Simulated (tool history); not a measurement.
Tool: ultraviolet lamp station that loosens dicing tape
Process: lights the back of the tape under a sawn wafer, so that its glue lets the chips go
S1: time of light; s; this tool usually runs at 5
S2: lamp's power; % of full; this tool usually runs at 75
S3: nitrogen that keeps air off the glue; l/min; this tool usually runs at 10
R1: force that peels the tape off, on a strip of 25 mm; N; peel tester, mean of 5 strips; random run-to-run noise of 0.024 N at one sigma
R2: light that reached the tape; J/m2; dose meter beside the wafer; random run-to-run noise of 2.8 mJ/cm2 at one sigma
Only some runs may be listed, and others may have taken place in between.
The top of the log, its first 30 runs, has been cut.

{"run": 31, "day": 58.329, "S1": 3, "S2": 65, "S3": 4, "R1": 5.689, "R2": 1640}
{"day": 58.696, "done": "window cleaned of glue's vapour"}
{"run": 32, "day": 59.946, "S1": 2, "S2": 65, "S3": 4, "R1": 6.743, "R2": 1300}
{"run": 33, "day": 61.042, "S1": 2, "S2": 65, "S3": 4, "R1": 7.082, "R2": 1260}
{"run": 34, "day": 62.5, "S1": 2, "S2": 65, "S3": 4, "R1": 6.867, "R2": 1230}
{"run": 35, "day": 63.9, "S1": 4, "S2": 90, "S3": 7, "R1": 2.06, "R2": 3300}
{"run": 36, "day": 66.429, "S1": 4, "S2": 90, "S3": 7, "R1": 2.172, "R2": 3190}
{"run": 37, "day": 68.479, "S1": 10, "S2": 62, "S3": 4, "R1": 1.267, "R2": 5270}
{"run": 38, "day": 69.608, "S1": 10, "S2": 62, "S3": 4, "R1": 1.309, "R2": 5190}
{"run": 39, "day": 71.092, "S1": 10, "S2": 62, "S3": 4, "R1": 1.316, "R2": 5120}
{"run": 40, "day": 72.717, "S1": 10, "S2": 79, "S3": 3, "R1": 1.041, "R2": 6280}
{"run": 41, "day": 74.954, "S1": 6, "S2": 64, "S3": 3, "R1": 3.628, "R2": 2940}
{"run": 42, "day": 76.458, "S1": 5, "S2": 61, "S3": 10, "R1": 3.072, "R2": 2300}

4 options for the next run, each taken on its own from the tool as it stands now. Forecast them:
{"day": 78.108, "done": "window cleaned of glue's vapour"}
{"run": "A", "day": 78.788, "S1": 5, "S2": 75, "S3": 6, "R1": "?", "R2": "?"}
{"day": 78.108, "done": "window cleaned of glue's vapour"}
{"run": "B", "day": 78.788, "S1": 5, "S2": 94, "S3": 11, "R1": "?", "R2": "?"}
{"day": 78.108, "done": "window cleaned of glue's vapour"}
{"run": "C", "day": 78.788, "S1": 5, "S2": 61, "S3": 7, "R1": "?", "R2": "?"}
{"day": 78.108, "done": "window cleaned of glue's vapour"}
{"run": "D", "day": 78.788, "S1": 6, "S2": 75, "S3": 10, "R1": "?", "R2": "?"}

run=A R1=2.452 R2=3110
run=B R1=1.054 R2=3920
run=C R1=2.925 R2=2560
run=D R1=1.345 R2=3790
Take away the tool's hidden state, keep each run's random variation, and the runs would have read:
run=A R1=1.660 R2=3910
run=B R1=0.624 R2=4940
run=C R1=2.079 R2=3230
run=D R1=0.812 R2=4770

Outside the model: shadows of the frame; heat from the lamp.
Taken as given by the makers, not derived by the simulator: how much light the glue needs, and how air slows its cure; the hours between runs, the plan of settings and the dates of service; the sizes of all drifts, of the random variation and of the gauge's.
